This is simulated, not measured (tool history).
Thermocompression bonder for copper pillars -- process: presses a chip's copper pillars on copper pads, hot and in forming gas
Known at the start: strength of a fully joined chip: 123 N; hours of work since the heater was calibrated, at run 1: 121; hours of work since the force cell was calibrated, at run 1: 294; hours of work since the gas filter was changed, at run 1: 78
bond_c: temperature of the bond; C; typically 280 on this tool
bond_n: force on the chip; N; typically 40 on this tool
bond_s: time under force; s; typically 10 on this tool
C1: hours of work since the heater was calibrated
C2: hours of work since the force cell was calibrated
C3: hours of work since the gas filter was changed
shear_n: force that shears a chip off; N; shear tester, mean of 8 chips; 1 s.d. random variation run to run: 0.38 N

Run 1, hour 0.0: usual settings; C1 121; C2 294; C3 78. Result: shear_n 61.9 N.
Run 2, hour 17.1: usual settings; C1 131; C2 303; C3 88. Result: shear_n 61.8 N.
Run 3, hour 29.6: usual settings; C1 138; C2 310; C3 95. Result: shear_n 62.4 N.
Run 4, hour 46.1: usual settings; C1 147; C2 320; C3 104. Result: shear_n 62.0 N.
Run 5, hour 54.2: usual settings but bond_n 34 N; C1 152; C2 324; C3 109. Result: shear_n 54.9 N.
Run 6, hour 62.2: usual settings but bond_n 34 N; C1 156; C2 329; C3 113. Result: shear_n 54.8 N.
Run 7, hour 74.3: usual settings but bond_n 34 N; C1 163; C2 336; C3 120. Result: shear_n 54.2 N.
Run 8, hour 85.9: usual settings but bond_n 34 N; C1 169; C2 342; C3 126. Result: shear_n 55.0 N.
Run 9, hour 94.6: usual settings but bond_n 34 N; C1 174; C2 347; C3 131. Result: shear_n 54.3 N.
Run 10, hour 109.5: usual settings but bond_n 34 N; C1 183; C2 355; C3 140. Result: shear_n 54.1 N.
Run 11, hour 120.5: usual settings but bond_n 34 N; C1 189; C2 362; C3 146. Result: shear_n 54.7 N.
Run 12, hour 134.4: usual settings but bond_n 34 N, bond_s 13 s; C1 197; C2 369; C3 154. Result: shear_n 59.5 N.
Run 13, hour 143.1: usual settings but bond_c 250 C; C1 202; C2 374; C3 159. Result: shear_n 43.4 N.
At hour 146.4: heater calibrated with a thermocouple chip.
Run 14, hour 161.0: usual settings but bond_c 250 C; C1 8; C2 383; C3 168. Result: shear_n 44.1 N.
Run 15, hour 174.9: usual settings but bond_c 250 C, bond_n 54 N; C1 16; C2 391; C3 175. Result: shear_n 56.9 N.
Run 16, hour 190.6: usual settings but bond_c 250 C, bond_n 54 N; C1 25; C2 400; C3 184. Result: shear_n 56.4 N.
At hour 198.8: heater calibrated with a thermocouple chip, once more.
Run 17, hour 201.6: usual settings but bond_c 250 C, bond_n 54 N; C1 2; C2 405; C3 189. Result: shear_n 52.3 N.
Run 18, hour 212.2: usual settings; C1 8; C2 411; C3 195. Result: shear_n 59.5 N.
Run 19, hour 222.4: usual settings but bond_n 25 N; C1 13; C2 417; C3 201. Result: shear_n 40.8 N.
Run 20, hour 237.6: usual settings but bond_n 25 N; C1 22; C2 425; C3 209. Result: shear_n 40.7 N.
Run 21, hour 250.5: usual settings but bond_n 25 N; C1 29; C2 432; C3 217. Result: shear_n 40.1 N.
Run 22, hour 261.0: usual settings but bond_n 25 N; C1 35; C2 438; C3 223. Result: shear_n 40.9 N.
Run 23, hour 268.7: usual settings but bond_n 25 N; C1 39; C2 443; C3 227. Result: shear_n 40.0 N.
Run 24, hour 276.7: usual settings but bond_n 41 N, bond_s 14 s; C1 44; C2 447; C3 231. Result: shear_n 67.2 N.
Run 25, hour 288.3: usual settings but bond_c 263 C, bond_n 47 N, bond_s 12 s; C1 50; C2 454; C3 238. Result: shear_n 58.8 N.
Run 26, hour 297.4: usual settings but bond_c 265 C, bond_n 31 N, bond_s 8 s; C1 55; C2 459; C3 243. Result: shear_n 36.5 N.
Run 27, hour 313.2: usual settings but bond_c 298 C, bond_s 14 s; C1 64; C2 468; C3 252. Result: shear_n 76.6 N.
Run 28, hour 327.7: usual settings but bond_c 295 C, bond_n 28 N, bond_s 14 s; C1 72; C2 476; C3 260. Result: shear_n 59.7 N.
Run 29, hour 341.2: usual settings but bond_c 295 C, bond_n 28 N, bond_s 14 s; C1 80; C2 483; C3 268. Result: shear_n 59.3 N.
Run 30, hour 356.6: usual settings but bond_c 266 C; C1 89; C2 492; C3 276. Result: shear_n 50.4 N.
Run 31, hour 369.4: usual settings but bond_c 302 C, bond_n 45 N, bond_s 25 s; C1 96; C2 499; C3 284. Result: shear_n 93.4 N.
Run 32, hour 384.0: usual settings but bond_n 24 N, bond_s 28 s; C1 104; C2 507; C3 292. Result: shear_n 57.1 N.
Run 33, hour 396.7: usual settings but bond_n 24 N, bond_s 28 s; C1 111; C2 515; C3 299. Result: shear_n 56.9 N.
Run 34, hour 406.1: usual settings but bond_n 24 N, bond_s 28 s; C1 117; C2 520; C3 304. Result: shear_n 56.6 N.
Run 35, hour 419.8: usual settings but bond_n 24 N, bond_s 28 s; C1 124; C2 528; C3 312. Result: shear_n 56.4 N.
At hour 430.9: forming gas filter changed.
Run 36, hour 432.4: usual settings but bond_c 288 C, bond_n 60 N, bond_s 7 s; C1 131; C2 534; C3 1. Result: shear_n 81.7 N.
Run 37, hour 444.7: usual settings but bond_c 288 C, bond_n 60 N, bond_s 7 s; C1 138; C2 541; C3 8. Result: shear_n 81.9 N.
Run 38, hour 453.9: usual settings but bond_c 306 C, bond_s 12 s; C1 143; C2 546; C3 13. Result: shear_n 85.5 N.
Run 39, hour 466.6: usual settings but bond_s 22 s; C1 150; C2 554; C3 20. Result: shear_n 82.2 N.

Each row is a separate what-if for the run after 39, all from the same tool condition, not one after another. Results?
Run A, hour 478.9: usual settings but bond_c 263 C, bond_s 22 s; C1 157; C2 561; C3 27. Result: shear_n ?.
Run B, hour 478.9: usual settings but bond_c 297 C, bond_n 32 N, bond_s 29 s; C1 157; C2 561; C3 27. Result: shear_n ?.
Run C, hour 478.9: usual settings but bond_c 250 C, bond_n 44 N; C1 157; C2 561; C3 27. Result: shear_n ?.
Run D, hour 478.9: usual settings but bond_c 293 C, bond_n 30 N, bond_s 28 s; C1 157; C2 561; C3 27. Result: shear_n ?.
Run E, hour 478.9: usual settings but bond_c 253 C, bond_s 28 s; C1 157; C2 561; C3 27. Result: shear_n ?.

run  shear_n
  A     69.7
  B     88.6
  C     49.5
  D     81.9
  E     69.7
Stripped of hidden state, with their random variation kept, the same runs would have yielded:
run  shear_n
  A     66.9
  B     86.3
  C     46.9
  D     79.4
  E     66.8

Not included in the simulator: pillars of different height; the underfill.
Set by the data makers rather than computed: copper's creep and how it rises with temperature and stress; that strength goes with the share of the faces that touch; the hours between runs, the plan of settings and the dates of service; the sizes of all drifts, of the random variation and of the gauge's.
